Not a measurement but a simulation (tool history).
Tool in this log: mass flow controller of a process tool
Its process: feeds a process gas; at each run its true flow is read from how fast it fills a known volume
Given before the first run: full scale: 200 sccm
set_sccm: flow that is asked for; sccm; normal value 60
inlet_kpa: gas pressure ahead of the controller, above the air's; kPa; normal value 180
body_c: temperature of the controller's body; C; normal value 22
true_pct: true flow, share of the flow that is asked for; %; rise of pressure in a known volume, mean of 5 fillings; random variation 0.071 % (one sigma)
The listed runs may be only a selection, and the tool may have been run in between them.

{"run": 1, "hour": 0.0, "set_sccm": 60, "inlet_kpa": 180, "body_c": 22, "true_pct": 99.52}
{"run": 2, "hour": 118.2, "set_sccm": 60, "inlet_kpa": 180, "body_c": 22, "true_pct": 99.34}
{"run": 3, "hour": 241.1, "set_sccm": 60, "inlet_kpa": 180, "body_c": 22, "true_pct": 99.11}
{"run": 4, "hour": 357.7, "set_sccm": 60, "inlet_kpa": 180, "body_c": 22, "true_pct": 99.02}
{"run": 5, "hour": 495.1, "set_sccm": 60, "inlet_kpa": 180, "body_c": 20, "true_pct": 98.59}
{"run": 6, "hour": 636.5, "set_sccm": 60, "inlet_kpa": 180, "body_c": 22, "true_pct": 98.67}
{"run": 7, "hour": 725.8, "set_sccm": 60, "inlet_kpa": 180, "body_c": 22, "true_pct": 98.6}
{"run": 8, "hour": 796.9, "set_sccm": 60, "inlet_kpa": 180, "body_c": 22, "true_pct": 98.47}
{"run": 9, "hour": 876.3, "set_sccm": 60, "inlet_kpa": 180, "body_c": 22, "true_pct": 98.29}
{"run": 10, "hour": 989.2, "set_sccm": 60, "inlet_kpa": 152, "body_c": 22, "true_pct": 98.45}
{"run": 11, "hour": 1085.4, "set_sccm": 60, "inlet_kpa": 180, "body_c": 21, "true_pct": 97.87}
{"run": 12, "hour": 1159.9, "set_sccm": 27, "inlet_kpa": 180, "body_c": 22, "true_pct": 97.72}
{"run": 13, "hour": 1282.6, "set_sccm": 60, "inlet_kpa": 154, "body_c": 22, "true_pct": 97.97}
{"hour": 1325.7, "done": "gauge calibrated"}
{"run": 14, "hour": 1421.3, "set_sccm": 60, "inlet_kpa": 154, "body_c": 22, "true_pct": 99.7}
{"run": 15, "hour": 1528.8, "set_sccm": 22, "inlet_kpa": 180, "body_c": 22, "true_pct": 99.19}
{"run": 16, "hour": 1647.1, "set_sccm": 22, "inlet_kpa": 180, "body_c": 22, "true_pct": 99.13}
{"run": 17, "hour": 1779.9, "set_sccm": 60, "inlet_kpa": 223, "body_c": 22, "true_pct": 98.69}
{"run": 18, "hour": 1910.0, "set_sccm": 60, "inlet_kpa": 223, "body_c": 22, "true_pct": 98.52}
{"run": 19, "hour": 1977.0, "set_sccm": 60, "inlet_kpa": 223, "body_c": 22, "true_pct": 98.46}
{"run": 20, "hour": 2113.4, "set_sccm": 60, "inlet_kpa": 223, "body_c": 22, "true_pct": 98.33}
{"run": 21, "hour": 2182.4, "set_sccm": 60, "inlet_kpa": 223, "body_c": 22, "true_pct": 98.03}
{"run": 22, "hour": 2316.4, "set_sccm": 173, "inlet_kpa": 180, "body_c": 22, "true_pct": 98.35}
{"run": 23, "hour": 2415.4, "set_sccm": 60, "inlet_kpa": 180, "body_c": 22, "true_pct": 97.97}
{"run": 24, "hour": 2492.7, "set_sccm": 60, "inlet_kpa": 180, "body_c": 22, "true_pct": 97.9}
{"run": 25, "hour": 2611.3, "set_sccm": 60, "inlet_kpa": 180, "body_c": 22, "true_pct": 97.76}
{"run": 26, "hour": 2707.8, "set_sccm": 60, "inlet_kpa": 164, "body_c": 38, "true_pct": 99.5}
{"run": 27, "hour": 2821.4, "set_sccm": 60, "inlet_kpa": 164, "body_c": 38, "true_pct": 99.15}
{"run": 28, "hour": 2902.9, "set_sccm": 25, "inlet_kpa": 245, "body_c": 22, "true_pct": 96.86}
{"run": 29, "hour": 3026.2, "set_sccm": 25, "inlet_kpa": 245, "body_c": 22, "true_pct": 96.71}
{"run": 30, "hour": 3128.2, "set_sccm": 25, "inlet_kpa": 251, "body_c": 35, "true_pct": 97.89}
{"run": 31, "hour": 3214.7, "set_sccm": 33, "inlet_kpa": 228, "body_c": 25, "true_pct": 96.91}
{"run": 32, "hour": 3348.3, "set_sccm": 43, "inlet_kpa": 229, "body_c": 27, "true_pct": 97.03}
{"run": 33, "hour": 3471.2, "set_sccm": 145, "inlet_kpa": 141, "body_c": 22, "true_pct": 96.94}
{"run": 34, "hour": 3617.6, "set_sccm": 141, "inlet_kpa": 183, "body_c": 23, "true_pct": 96.55}
{"run": 35, "hour": 3749.5, "set_sccm": 34, "inlet_kpa": 189, "body_c": 23, "true_pct": 96.14}
{"run": 36, "hour": 3842.6, "set_sccm": 26, "inlet_kpa": 189, "body_c": 21, "true_pct": 95.79}
{"run": 37, "hour": 3914.4, "set_sccm": 34, "inlet_kpa": 189, "body_c": 21, "true_pct": 95.85}
{"run": 38, "hour": 3998.0, "set_sccm": 57, "inlet_kpa": 202, "body_c": 23, "true_pct": 95.81}
{"run": 39, "hour": 4067.6, "set_sccm": 33, "inlet_kpa": 180, "body_c": 23, "true_pct": 95.74}
{"run": 40, "hour": 4144.8, "set_sccm": 33, "inlet_kpa": 180, "body_c": 23, "true_pct": 95.62}
{"run": 41, "hour": 4248.5, "set_sccm": 30, "inlet_kpa": 169, "body_c": 27, "true_pct": 95.88}
{"run": 42, "hour": 4338.8, "set_sccm": 30, "inlet_kpa": 169, "body_c": 27, "true_pct": 95.79}
{"run": 43, "hour": 4477.2, "set_sccm": 100, "inlet_kpa": 206, "body_c": 22, "true_pct": 95.05}
{"run": 44, "hour": 4616.5, "set_sccm": 60, "inlet_kpa": 180, "body_c": 25, "true_pct": 95.14}
{"run": 45, "hour": 4689.9, "set_sccm": 48, "inlet_kpa": 148, "body_c": 25, "true_pct": 95.25}
{"run": 46, "hour": 4790.8, "set_sccm": 48, "inlet_kpa": 148, "body_c": 25, "true_pct": 95.17}
{"run": 47, "hour": 4873.1, "set_sccm": 60, "inlet_kpa": 150, "body_c": 35, "true_pct": 96.04}
{"run": 48, "hour": 4958.7, "set_sccm": 60, "inlet_kpa": 159, "body_c": 36, "true_pct": 96.1}
{"run": 49, "hour": 5064.4, "set_sccm": 77, "inlet_kpa": 238, "body_c": 29, "true_pct": 94.63}

Subtracting, for every run, the result it would have given without the tool's unlogged condition from the measured result gives the following. The same run-to-run variation enters both numbers; the gauge's scatter may not:
Hidden state present: flow at rest that the sensor doesn't see, % of full scale; true flow over the shown one, %; drift of the gauge itself on true_pct, %.
run=1 true_pct=+0
run=2 true_pct=-0.17
run=3 true_pct=-0.34
run=4 true_pct=-0.51
run=5 true_pct=-0.7
run=6 true_pct=-0.9
run=7 true_pct=-1.02
run=8 true_pct=-1.12
run=9 true_pct=-1.24
run=10 true_pct=-1.4
run=11 true_pct=-1.53
run=12 true_pct=-1.64
run=13 true_pct=-1.81
run=14 true_pct=-0.14
run=15 true_pct=-0.29
run=16 true_pct=-0.46
run=17 true_pct=-0.64
run=18 true_pct=-0.82
run=19 true_pct=-0.92
run=20 true_pct=-1.11
run=21 true_pct=-1.21
run=22 true_pct=-1.4
run=23 true_pct=-1.53
run=24 true_pct=-1.65
run=25 true_pct=-1.81
run=26 true_pct=-1.98
run=27 true_pct=-2.15
run=28 true_pct=-2.22
run=29 true_pct=-2.39
run=30 true_pct=-2.56
run=31 true_pct=-2.66
run=32 true_pct=-2.86
run=33 true_pct=-3.03
run=34 true_pct=-3.23
run=35 true_pct=-3.42
run=36 true_pct=-3.54
run=37 true_pct=-3.64
run=38 true_pct=-3.77
run=39 true_pct=-3.87
run=40 true_pct=-3.98
run=41 true_pct=-4.14
run=42 true_pct=-4.27
run=43 true_pct=-4.43
run=44 true_pct=-4.65
run=45 true_pct=-4.76
run=46 true_pct=-4.9
run=47 true_pct=-5.07
run=48 true_pct=-5.21
run=49 true_pct=-5.29
